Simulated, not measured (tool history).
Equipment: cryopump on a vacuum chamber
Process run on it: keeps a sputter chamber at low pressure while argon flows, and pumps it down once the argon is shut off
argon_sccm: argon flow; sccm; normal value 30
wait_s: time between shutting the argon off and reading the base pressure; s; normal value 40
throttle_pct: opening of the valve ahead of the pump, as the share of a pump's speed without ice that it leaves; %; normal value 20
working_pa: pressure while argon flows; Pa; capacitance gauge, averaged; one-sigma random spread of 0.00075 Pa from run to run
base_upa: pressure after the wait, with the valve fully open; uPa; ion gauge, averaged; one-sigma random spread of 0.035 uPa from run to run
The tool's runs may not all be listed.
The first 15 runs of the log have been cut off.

run	day	argon_sccm	wait_s	throttle_pct	working_pa	base_upa
16	47.442	30	40	20	0.1452	2.06
17	51.104	30	40	20	0.1448	2.17
18	55.042	34	81	55	0.0639	1.27
19	58.104	25	222	59	0.0458	0.80
20	62.304	25	222	59	0.0465	0.81
21	66.446	25	222	59	0.0481	0.81
22	68.854	12	222	55	0.0235	0.81
# day 69.825: pump warmed up, emptied and cooled again
23	71.429	12	222	55	0.0212	0.74
24	75.621	12	222	38	0.0297	0.77
25	79.488	12	222	38	0.0310	0.76
26	81.608	56	44	28	0.1946	2.05
27	84.854	22	23	20	0.1043	3.58
28	88.079	30	46	17	0.1711	2.05
29	90.050	30	46	17	0.1708	1.99
30	92.725	13	42	26	0.0494	2.19
31	96.975	25	42	26	0.0971	2.29
32	101.029	13	40	51	0.0283	2.37
33	104.304	35	63	36	0.1018	1.76
# day 106.050: pump warmed up, emptied and cooled again
34	109.058	35	63	36	0.0913	1.59

3 ways to go on from here, each from the tool as it stands after run 34. What would each give?
A	111.900	35	155	28	?	?
B	111.900	16	64	20	?	?
C	111.900	15	34	50	?	?

run	working_pa	base_upa
A	0.1197	0.99
B	0.0760	1.60
C	0.0297	2.62
Had the tool no hidden state, the same runs would have come out as:
run	working_pa	base_upa
A	0.1172	0.61
B	0.0749	1.22
C	0.0287	2.22
